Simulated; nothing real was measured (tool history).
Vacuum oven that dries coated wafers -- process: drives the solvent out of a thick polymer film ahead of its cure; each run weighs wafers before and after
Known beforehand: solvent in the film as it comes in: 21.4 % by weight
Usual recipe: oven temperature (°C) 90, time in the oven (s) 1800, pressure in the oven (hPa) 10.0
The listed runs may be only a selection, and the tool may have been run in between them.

run   hour  oven temperature (°C)  time in the oven (s)  pressure in the oven (hPa)  solvent left in the film (%)
  1    0.0                     90                  1800                        10.0                          1.80
  2   14.4                     90                  1800                        10.0                          1.86
  3   22.7                     90                  1800                        10.0                          1.82
  4   33.9                     89                  1800                        10.0                          2.06
  5   51.3                     89                  1800                        10.0                          2.12
  6   68.6                     90                   960                        10.0                          4.78
  7   79.2                     90                  1800                        23.1                          2.36
  8   92.0                     90                  1800                        10.0                          1.81
  9  109.6                     90                  1800                        10.0                          1.81
 10  125.4                     90                  1800                        10.0                          1.86
 11  143.4                     90                  1800                         9.2                          1.85
 12  159.1                     90                  1800                         9.2                          1.83
 13  173.9                     90                  1800                         9.2                          1.94
 14  191.2                     90                  1020                         9.2                          4.57
 15  209.6                     90                  1020                         9.2                          4.64
 16  225.2                     90                  1800                        10.0                          1.88
 17  239.5                     90                  1800                        10.0                          1.93
 18  253.6                     90                  1800                        10.0                          1.91
 19  272.4                     90                  1800                        10.0                          1.93
 20  290.7                     90                  1800                        21.8                          2.48
 21  304.8                     90                  1800                        21.8                          2.30
 22  312.5                     90                  1800                        21.8                          2.31
 23  331.4                     90                  1800                        21.8                          2.34
 24  341.7                     90                  1800                        10.5                          2.13
 25  360.4                    101                  1980                        10.5                          0.52
 26  375.5                     90                  1320                        10.0                          3.37
 27  393.0                     89                  1080                         9.1                          4.85
 28  411.3                     89                  1080                         9.1                          4.80
 29  427.3                     95                  1800                        26.4                          1.43
 30  445.3                     93                  1320                        29.0                          3.05
 31  462.1                     90                  1440                         6.1                          2.81
 32  471.0                     90                  1440                         6.1                          2.82
 33  488.0                     90                  1440                         6.1                          2.94
 34  505.3                     90                  1440                         6.1                          2.88
 35  514.2                    100                  1800                         6.9                          0.39
 36  524.7                     90                  3180                         6.9                          0.69
 37  541.7                     90                  3180                         6.9                          0.70
 38  554.6                    103                  1860                        10.0                          0.40
 39  564.2                     91                  1140                        12.4                          4.03
 40  571.9                     91                  1140                        12.4                          3.94
 41  586.7                     90                  1800                        31.3                          2.96
 42  602.7                     94                   960                        24.3                          4.10
 43  618.8                     94                   960                        24.3                          4.20
 44  629.7                     94                   960                        24.3                          4.19
 45  644.3                    100                  1140                        22.0                          1.67
 46  660.7                     91                  1140                         7.9                          3.87

4 options for the next run, each taken on its own from the tool as it stands now. Forecast them:
  A  670.9                    100                  1080                         7.7                             ?
  B  670.9                     94                  1080                         7.9                             ?
  C  670.9                     90                  1740                        10.0                             ?
  D  670.9                     91                  1380                         7.9                             ?

run  solvent left in the film (%)
  A                          1.39
  B                          3.06
  C                          2.31
  D                          2.70
Take away the tool's hidden state, keep each run's random variation, and the runs would have read:
run  solvent left in the film (%)
  A                          1.09
  B                          2.63
  C                          1.89
  D                          2.26
